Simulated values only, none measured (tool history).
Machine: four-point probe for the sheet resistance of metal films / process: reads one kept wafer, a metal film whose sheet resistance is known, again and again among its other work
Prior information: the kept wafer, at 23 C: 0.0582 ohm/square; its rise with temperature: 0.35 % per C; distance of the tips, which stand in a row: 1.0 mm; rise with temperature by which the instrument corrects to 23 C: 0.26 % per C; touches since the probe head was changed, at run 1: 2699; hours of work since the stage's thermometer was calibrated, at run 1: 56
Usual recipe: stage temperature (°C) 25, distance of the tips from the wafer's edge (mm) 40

run    hour  stage temperature (°C)  distance of the tips from the wafer's edge (mm)  touches since the probe head was changed  hours of work since the stage's thermometer was calibrated  sheet resistance as the instrument gives it (ohm/square)
  1     0.0                      25                                               40                                      2699                                                          56                                                  0.058300
  2    58.1                      27                                               40                                      3545                                                          97                                                  0.058399
  3   146.9                      31                                               40                                      4841                                                         159                                                  0.058619
  4   244.2                      27                                               40                                      6259                                                         228                                                  0.058420
  5   310.5                      21                                               40                                      7225                                                         274                                                  0.058145
  6   376.6                      21                                               40                                      8189                                                         321                                                  0.058143
  7   467.3                      29                                               40                                      9510                                                         385                                                  0.058571
  8   559.4                      25                                               40                                     10852                                                         449                                                  0.058359
  9   658.9                      25                                               40                                     12304                                                         519                                                  0.058388
 10   729.9                      25                                               40                                     13338                                                         569                                                  0.058398
 11   828.0                      25                                               40                                     14768                                                         638                                                  0.058385
 12   903.9                      25                                               40                                     15875                                                         691                                                  0.058402
 13  1003.9                      25                                               40                                     17333                                                         762                                                  0.058395
 14  1095.5                      25                                               40                                     18668                                                         826                                                  0.058407
 15  1178.6                      25                                               40                                     19879                                                         884                                                  0.058422
 16  1243.7                      25                                               53                                     20828                                                         930                                                  0.058409
 17  1318.3                      20                                               40                                     21915                                                         983                                                  0.058166
 18  1402.0                      20                                               40                                     23135                                                        1041                                                  0.058176
 19  1472.2                      32                                               40                                     24158                                                        1091                                                  0.058808
 20  1523.9                      23                                               40                                     24913                                                        1127                                                  0.058361
 21  1629.7                      25                                               12                                     26454                                                        1201                                                  0.058666
 22  1677.3                      25                                               12                                     27148                                                        1235                                                  0.058675
 23  1757.1                      25                                               12                                     28312                                                        1291                                                  0.058669
 24  1856.5                      24                                                6                                     29761                                                        1361                                                  0.059271
 25  1959.3                      24                                                6                                     31259                                                        1433                                                  0.059310
 26  2064.7                      21                                                5                                     32796                                                        1507                                                  0.059529
 27  2116.2                      32                                               40                                     33546                                                        1543                                                  0.058880
 28  2194.8                      32                                               40                                     34691                                                        1599                                                  0.058873
 29  2284.2                      18                                                4                                     35995                                                        1661                                                  0.060063
 30  2379.7                      28                                               12                                     37386                                                        1729                                                  0.058914
 31  2475.9                      28                                               12                                     38790                                                        1796                                                  0.058910
 32  2522.5                      28                                               12                                     39469                                                        1829                                                  0.058916
 33  2600.5                      21                                               47                                     40605                                                        1884                                                  0.058346
 34  2654.3                      21                                               47                                     41390                                                        1922                                                  0.058366
 35  2743.6                      34                                               40                                     42692                                                        1984                                                  0.059026
 36  2835.7                      34                                               40                                     44033                                                        2049                                                  0.059053
 37  2935.8                      25                                               13                                     45493                                                        2119                                                  0.058764
 38  3024.4                      27                                               42                                     46785                                                        2182                                                  0.058711
 39  3067.3                      25                                                7                                     47409                                                        2212                                                  0.059248
 40  3160.0                      25                                               22                                     48761                                                        2277                                                  0.058687
 41  3236.7                      27                                                5                                     49879                                                        2331                                                  0.059963
 42  3313.7                      31                                               40                                     51002                                                        2385                                                  0.058958
 43  3360.0                      26                                                3                                     51676                                                        2417                                                  0.061997
 44  3458.9                      20                                               30                                     53119                                                        2487                                                  0.058418

Consider 4 possible next runs. They are alternatives, not a sequence: every one starts from the tool as it was left by run 44. What does each give?
  A  3537.2                      29                                               17                                     54260                                                        2542                                                         ?
  B  3537.2                      25                                                8                                     54260                                                        2542                                                         ?
  C  3537.2                      23                                               30                                     54260                                                        2542                                                         ?
  D  3537.2                      25                                               60                                     54260                                                        2542                                                         ?

run  sheet resistance as the instrument gives it (ohm/square)
  A                                                  0.058970
  B                                                  0.059129
  C                                                  0.058585
  D                                                  0.058659
The same runs, with their run-to-run variation unchanged, on a tool lacking any hidden condition would have given:
run  sheet resistance as the instrument gives it (ohm/square)
  A                                                  0.058627
  B                                                  0.058782
  C                                                  0.058240
  D                                                  0.058315

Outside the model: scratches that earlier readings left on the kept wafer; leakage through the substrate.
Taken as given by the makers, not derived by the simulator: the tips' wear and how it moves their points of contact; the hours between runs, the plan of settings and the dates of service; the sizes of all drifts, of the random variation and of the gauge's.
